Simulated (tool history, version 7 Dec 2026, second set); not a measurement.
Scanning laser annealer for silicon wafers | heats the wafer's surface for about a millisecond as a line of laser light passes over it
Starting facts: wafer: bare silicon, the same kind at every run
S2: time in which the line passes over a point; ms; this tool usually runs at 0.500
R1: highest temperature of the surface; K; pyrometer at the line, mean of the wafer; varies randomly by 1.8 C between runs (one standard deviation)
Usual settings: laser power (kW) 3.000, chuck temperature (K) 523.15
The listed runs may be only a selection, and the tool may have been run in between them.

Run 1, day 0.000: usual settings. Result: R1 1328.15 K.
Run 2, day 0.488: usual settings. Result: R1 1326.15 K.
Run 3, day 0.900: usual settings but laser power (kW) 3.233. Result: R1 1406.15 K.
Run 4, day 1.317: usual settings but laser power (kW) 3.233. Result: R1 1407.15 K.
Run 5, day 1.671: usual settings but laser power (kW) 3.233. Result: R1 1402.15 K.
Run 6, day 1.946: usual settings but laser power (kW) 3.233. Result: R1 1404.15 K.
Run 7, day 2.329: usual settings but laser power (kW) 3.233. Result: R1 1400.15 K.
Run 8, day 2.762: usual settings but laser power (kW) 3.233. Result: R1 1407.15 K.
Run 9, day 2.979: usual settings. Result: R1 1322.15 K.
Run 10, day 3.400: usual settings. Result: R1 1325.15 K.
Run 11, day 3.708: usual settings but S2 0.568 ms. Result: R1 1387.15 K.
Run 12, day 3.971: usual settings but S2 0.568 ms. Result: R1 1385.15 K.
Run 13, day 4.454: usual settings but laser power (kW) 2.663, S2 0.568 ms. Result: R1 1272.15 K.
Run 14, day 4.721: usual settings. Result: R1 1324.15 K.
Run 15, day 5.004: usual settings but S2 0.370 ms. Result: R1 1200.15 K.
Run 16, day 5.379: usual settings but S2 0.370 ms. Result: R1 1200.15 K.
Run 17, day 5.758: usual settings but S2 0.370 ms. Result: R1 1200.15 K.
Run 18, day 6.250: usual settings but S2 0.370 ms. Result: R1 1204.15 K.
Run 19, day 6.596: usual settings but S2 0.370 ms. Result: R1 1203.15 K.
Run 20, day 6.800: usual settings but S2 0.370 ms. Result: R1 1202.15 K.
Run 21, day 7.171: usual settings but laser power (kW) 2.717, chuck temperature (K) 548.15. Result: R1 1259.15 K.
Run 22, day 7.546: usual settings but laser power (kW) 3.033, S2 0.497 ms, chuck temperature (K) 498.15. Result: R1 1309.15 K.
Run 23, day 7.842: usual settings but laser power (kW) 2.863, S2 0.497 ms, chuck temperature (K) 498.15. Result: R1 1254.15 K.
Run 24, day 8.129: usual settings but laser power (kW) 2.863, S2 0.497 ms, chuck temperature (K) 498.15. Result: R1 1251.15 K.
Run 25, day 8.400: usual settings but laser power (kW) 2.747, S2 0.433 ms, chuck temperature (K) 514.15. Result: R1 1181.15 K.
Run 26, day 8.775: usual settings but laser power (kW) 2.865, S2 0.433 ms, chuck temperature (K) 546.15. Result: R1 1243.15 K.
Run 27, day 9.062: usual settings but laser power (kW) 2.813, S2 0.405 ms. Result: R1 1182.15 K.
Run 28, day 9.296: usual settings but S2 0.533 ms. Result: R1 1353.15 K.
Run 29, day 9.758: usual settings but laser power (kW) 3.258. Result: R1 1409.15 K.
Run 30, day 10.242: usual settings but laser power (kW) 2.854, S2 0.541 ms, chuck temperature (K) 513.15. Result: R1 1302.15 K.
Run 31, day 10.721: usual settings but laser power (kW) 2.854, S2 0.541 ms, chuck temperature (K) 513.15. Result: R1 1298.15 K.
At day 11.242: optics aligned, line set to its width.
Run 32, day 11.400: usual settings but laser power (kW) 2.634, S2 0.616 ms, chuck temperature (K) 492.15. Result: R1 1265.15 K.
Run 33, day 11.596: usual settings but laser power (kW) 2.899, S2 0.508 ms, chuck temperature (K) 505.15. Result: R1 1286.15 K.
Run 34, day 11.950: usual settings but laser power (kW) 3.285, S2 0.403 ms, chuck temperature (K) 504.15. Result: R1 1299.15 K.
Run 35, day 12.400: usual settings but laser power (kW) 2.738. Result: R1 1241.15 K.
Run 36, day 12.671: usual settings but chuck temperature (K) 512.15. Result: R1 1316.15 K.
Run 37, day 12.921: usual settings but laser power (kW) 2.587, chuck temperature (K) 540.15. Result: R1 1213.15 K.
Run 38, day 13.371: usual settings but laser power (kW) 2.587, chuck temperature (K) 540.15. Result: R1 1215.15 K.
Run 39, day 13.600: usual settings but laser power (kW) 3.241, S2 0.367 ms, chuck temperature (K) 540.15. Result: R1 1283.15 K.
Run 40, day 13.888: usual settings but laser power (kW) 3.241, S2 0.367 ms, chuck temperature (K) 540.15. Result: R1 1286.15 K.

Below are 4 alternative next runs, each starting from the tool's condition after run 40. Predict each:
Run A, day 14.096: usual settings but laser power (kW) 3.224, S2 0.363 ms, chuck temperature (K) 561.15. Result: R1 ?.
Run B, day 14.096: usual settings but S2 0.395 ms. Result: R1 ?.
Run C, day 14.096: usual settings but chuck temperature (K) 519.15. Result: R1 ?.
Run D, day 14.096: usual settings but laser power (kW) 2.733, S2 0.592 ms. Result: R1 ?.

run       R1
  A  1293.15
  B  1228.15
  C  1322.15
  D  1311.15
With the hidden condition removed and each run's random variation left untouched, the same runs would have given:
run       R1
  A  1304.15
  B  1239.15
  C  1334.15
  D  1323.15
